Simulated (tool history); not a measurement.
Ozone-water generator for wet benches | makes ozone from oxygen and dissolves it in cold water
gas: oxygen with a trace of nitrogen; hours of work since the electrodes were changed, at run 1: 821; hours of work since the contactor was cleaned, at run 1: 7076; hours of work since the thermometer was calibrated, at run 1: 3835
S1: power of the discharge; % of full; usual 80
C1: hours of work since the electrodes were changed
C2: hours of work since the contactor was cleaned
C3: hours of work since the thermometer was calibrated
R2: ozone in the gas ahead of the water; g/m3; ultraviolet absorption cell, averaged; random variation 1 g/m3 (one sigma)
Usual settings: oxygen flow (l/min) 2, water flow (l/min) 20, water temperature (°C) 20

run 1 day=0 | S1=80 oxygen_flow_(l/min)=2 water_flow_(l/min)=20 water_temperature_(°C)=20 | C1=821 C2=7076 C3=3835 | dissolved_ozone_(ppm)=10.2 R2=181.9
run 2 day=1.958 | S1=80 oxygen_flow_(l/min)=2 water_flow_(l/min)=20 water_temperature_(°C)=20 | C1=868 C2=7123 C3=3882 | dissolved_ozone_(ppm)=10.1 R2=183.9
run 3 day=5.067 | S1=80 oxygen_flow_(l/min)=2 water_flow_(l/min)=20 water_temperature_(°C)=20 | C1=943 C2=7198 C3=3957 | dissolved_ozone_(ppm)=10.3 R2=185.3
run 4 day=7.146 | S1=80 oxygen_flow_(l/min)=2 water_flow_(l/min)=20 water_temperature_(°C)=20 | C1=993 C2=7248 C3=4007 | dissolved_ozone_(ppm)=10.3 R2=183.6
run 5 day=10.288 | S1=80 oxygen_flow_(l/min)=1.52 water_flow_(l/min)=20 water_temperature_(°C)=20 | C1=1068 C2=7323 C3=4082 | dissolved_ozone_(ppm)=9.5 R2=209.9
-- day=10.721 water thermometer calibrated
run 6 day=11.879 | S1=80 oxygen_flow_(l/min)=2.61 water_flow_(l/min)=20 water_temperature_(°C)=20 | C1=1106 C2=7361 C3=28 | dissolved_ozone_(ppm)=10.7 R2=160.5
run 7 day=13.854 | S1=80 oxygen_flow_(l/min)=2.61 water_flow_(l/min)=20 water_temperature_(°C)=20 | C1=1153 C2=7408 C3=75 | dissolved_ozone_(ppm)=11.1 R2=162
run 8 day=16.458 | S1=80 oxygen_flow_(l/min)=2.61 water_flow_(l/min)=20 water_temperature_(°C)=20 | C1=1216 C2=7471 C3=138 | dissolved_ozone_(ppm)=11 R2=161.3
run 9 day=19.696 | S1=80 oxygen_flow_(l/min)=2.61 water_flow_(l/min)=20 water_temperature_(°C)=20 | C1=1293 C2=7548 C3=215 | dissolved_ozone_(ppm)=11.1 R2=161.5
run 10 day=21.442 | S1=80 oxygen_flow_(l/min)=2.61 water_flow_(l/min)=20 water_temperature_(°C)=20 | C1=1335 C2=7590 C3=257 | dissolved_ozone_(ppm)=10.9 R2=163.6
run 11 day=23.804 | S1=74 oxygen_flow_(l/min)=2 water_flow_(l/min)=20 water_temperature_(°C)=20 | C1=1392 C2=7647 C3=314 | dissolved_ozone_(ppm)=9.9 R2=174.3
run 12 day=25.729 | S1=74 oxygen_flow_(l/min)=2 water_flow_(l/min)=20 water_temperature_(°C)=20 | C1=1438 C2=7693 C3=360 | dissolved_ozone_(ppm)=9.8 R2=175.6
run 13 day=28.517 | S1=74 oxygen_flow_(l/min)=2 water_flow_(l/min)=20 water_temperature_(°C)=20 | C1=1505 C2=7760 C3=427 | dissolved_ozone_(ppm)=9.9 R2=176
run 14 day=31.108 | S1=80 oxygen_flow_(l/min)=1.75 water_flow_(l/min)=20 water_temperature_(°C)=20 | C1=1567 C2=7822 C3=489 | dissolved_ozone_(ppm)=9.9 R2=195.7
run 15 day=34.442 | S1=80 oxygen_flow_(l/min)=1.75 water_flow_(l/min)=20 water_temperature_(°C)=20 | C1=1647 C2=7902 C3=569 | dissolved_ozone_(ppm)=9.9 R2=194.8
run 16 day=36.633 | S1=80 oxygen_flow_(l/min)=1.75 water_flow_(l/min)=20 water_temperature_(°C)=20 | C1=1700 C2=7955 C3=622 | dissolved_ozone_(ppm)=10 R2=196.7
run 17 day=38.129 | S1=50 oxygen_flow_(l/min)=3.16 water_flow_(l/min)=18 water_temperature_(°C)=20 | C1=1736 C2=7991 C3=658 | dissolved_ozone_(ppm)=9.3 R2=111.5
run 18 day=40.796 | S1=80 oxygen_flow_(l/min)=2.65 water_flow_(l/min)=20 water_temperature_(°C)=27 | C1=1800 C2=8055 C3=722 | dissolved_ozone_(ppm)=10.1 R2=158.5
run 19 day=43.954 | S1=80 oxygen_flow_(l/min)=2.65 water_flow_(l/min)=20 water_temperature_(°C)=27 | C1=1875 C2=8130 C3=797 | dissolved_ozone_(ppm)=10.2 R2=160
run 20 day=46.204 | S1=62 oxygen_flow_(l/min)=2 water_flow_(l/min)=20 water_temperature_(°C)=20 | C1=1929 C2=8184 C3=851 | dissolved_ozone_(ppm)=8.8 R2=159.1
run 21 day=48.758 | S1=70 oxygen_flow_(l/min)=1.08 water_flow_(l/min)=14 water_temperature_(°C)=20 | C1=1991 C2=8246 C3=913 | dissolved_ozone_(ppm)=11.3 R2=229.1
run 22 day=51.538 | S1=80 oxygen_flow_(l/min)=2.37 water_flow_(l/min)=20 water_temperature_(°C)=20 | C1=2057 C2=8312 C3=979 | dissolved_ozone_(ppm)=10.6 R2=166.5
run 23 day=53.692 | S1=82 oxygen_flow_(l/min)=2 water_flow_(l/min)=27 water_temperature_(°C)=15 | C1=2109 C2=8364 C3=1031 | dissolved_ozone_(ppm)=8 R2=186.3
run 24 day=55.946 | S1=80 oxygen_flow_(l/min)=1.46 water_flow_(l/min)=20 water_temperature_(°C)=16 | C1=2163 C2=8418 C3=1085 | dissolved_ozone_(ppm)=9.7 R2=215.7
run 25 day=58.662 | S1=80 oxygen_flow_(l/min)=1.46 water_flow_(l/min)=20 water_temperature_(°C)=16 | C1=2228 C2=8483 C3=1150 | dissolved_ozone_(ppm)=9.6 R2=217.1
run 26 day=61.879 | S1=80 oxygen_flow_(l/min)=1.46 water_flow_(l/min)=20 water_temperature_(°C)=28 | C1=2305 C2=8560 C3=1227 | dissolved_ozone_(ppm)=8.7 R2=214.9

Run 27 comes next. What will it give?
run 27 day=63.7 | S1=55 oxygen_flow_(l/min)=2 water_flow_(l/min)=16 water_temperature_(°C)=20 | C1=2349 C2=8604 C3=1271 | dissolved_ozone_(ppm)=? R2=?

{"run 27": {"dissolved ozone (ppm)": 10.1, "R2": 146.6}}
Without the tool's hidden state the same run would have given dissolved ozone (ppm) 10.1, R2 146.6 g/m3.
